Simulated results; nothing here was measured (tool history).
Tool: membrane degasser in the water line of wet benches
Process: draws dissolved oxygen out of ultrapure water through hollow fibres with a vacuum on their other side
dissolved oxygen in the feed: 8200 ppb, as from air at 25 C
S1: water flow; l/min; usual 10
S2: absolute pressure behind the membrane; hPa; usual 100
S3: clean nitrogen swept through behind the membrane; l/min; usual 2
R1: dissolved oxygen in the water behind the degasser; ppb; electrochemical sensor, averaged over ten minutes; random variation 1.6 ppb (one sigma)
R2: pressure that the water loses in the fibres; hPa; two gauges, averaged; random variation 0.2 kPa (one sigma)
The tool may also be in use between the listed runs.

run,hour,S1,S2,S3,R1,R2
1,0,10,100,2,174.6,441
2,72.4,10,100,2,176.5,439.8
3,181.7,10,100,2,175.9,442.1
4,346.7,10,176,2,267.8,438.3
5,475.1,10,176,2,263.1,436.7
6,615.5,10,176,2,265.2,443.5
# hour 623.4: vacuum gauge calibrated
7,699.3,8,100,2,138.2,351.5
8,824.7,9,106,1.39,201,397.8
9,901.6,14,142,2,334,618.1
10,985.8,10,100,4.8,128.3,441.3
11,1087.3,10,100,4.8,129.7,442.7

3 ways to go on from here, each from the tool as it stands after run 11. What would each give?
A,1187.6,9,229,5.16,?,?
B,1187.6,11,107,3.62,?,?
C,1187.6,8,100,4.8,?,?

run,R1,R2
A,166.2,400.7
B,164.9,486.7
C,98.8,353.9
Without the tool's hidden state the same runs would have given:
run,R1,R2
A,151.7,389
B,146.9,472.4
C,86.6,343.5
